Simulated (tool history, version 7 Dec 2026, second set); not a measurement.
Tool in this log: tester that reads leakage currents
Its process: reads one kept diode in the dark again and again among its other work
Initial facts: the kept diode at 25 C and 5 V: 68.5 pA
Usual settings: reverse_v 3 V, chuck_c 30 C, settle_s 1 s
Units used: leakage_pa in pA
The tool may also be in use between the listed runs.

run,day,reverse_v,chuck_c,settle_s,leakage_pa
1,0,3,30,1,91.14
2,2.242,3,30,0.39,91.64
3,3.946,3,30,0.84,91.5
4,5.312,3,30,0.84,91.34
5,6.633,3,30,0.84,91.98
6,9.342,3,30,0.84,91.68
7,11.879,7.04,30,0.84,126.36
8,13.038,7.04,30,0.84,127.13
9,14.854,7.04,30,0.84,127.27
10,16.017,7.04,30,0.84,128.06
11,18.038,16.3,30,1,178.43
# day 18.304: probe card cleaned and baked
12,19.921,3,30,1,94.32
13,22.788,3,30,1,94.89
# day 24.979: probe card cleaned and baked, once more
14,25.058,3,30,1,90.16
15,27.783,3,30,1,90.41
16,30.438,3,30,1,90.45
17,33.021,3,30,1,91.3
18,34.8,3,30,1,91.27
19,37.438,3,30,1,92
20,39.112,3,30,1,91.51
21,40.838,3,30,1,91.58
22,42.346,10.86,51,1,638.48
23,44.825,11.11,22,1.09,80.32
24,46.104,3,59,5.57,692.69
25,47.321,1.6,36,1.77,116.37
26,49.412,3.54,45,0.58,290.71
27,51.042,3.32,28,0.56,83.06
28,52.8,3.32,28,5.96,82.48
29,55.383,3,49,6.12,360.96
30,57.133,1.35,39,1.03,138
31,58.621,1.35,39,1.03,137.02
32,60.983,7.59,53,1,655.35
33,63.729,7.59,53,1,656.23
34,65.325,3,35,4.13,135.96
35,67.017,1.4,55,7.16,416.78
36,69.871,1.4,55,7.16,416.19
37,72.312,1.4,55,7.16,415.03
38,73.479,1.4,55,7.16,418.8
39,75.108,4.38,45,0.35,321.17
40,77.254,9.8,30,1,148.63

Below are 4 alternative next runs, each starting from the tool's condition after run 40. Predict each:
A,79.654,2.59,25,0.73,?
B,79.654,9.8,39,1,?
C,79.654,9.8,26,1,?
D,79.654,3,26,1,?

run,leakage_pa
A,62.99
B,282.38
C,112.05
D,71.23
With no hidden state in the tool, these same runs would have given:
run,leakage_pa
A,55.41
B,251.65
C,95.04
D,62.66
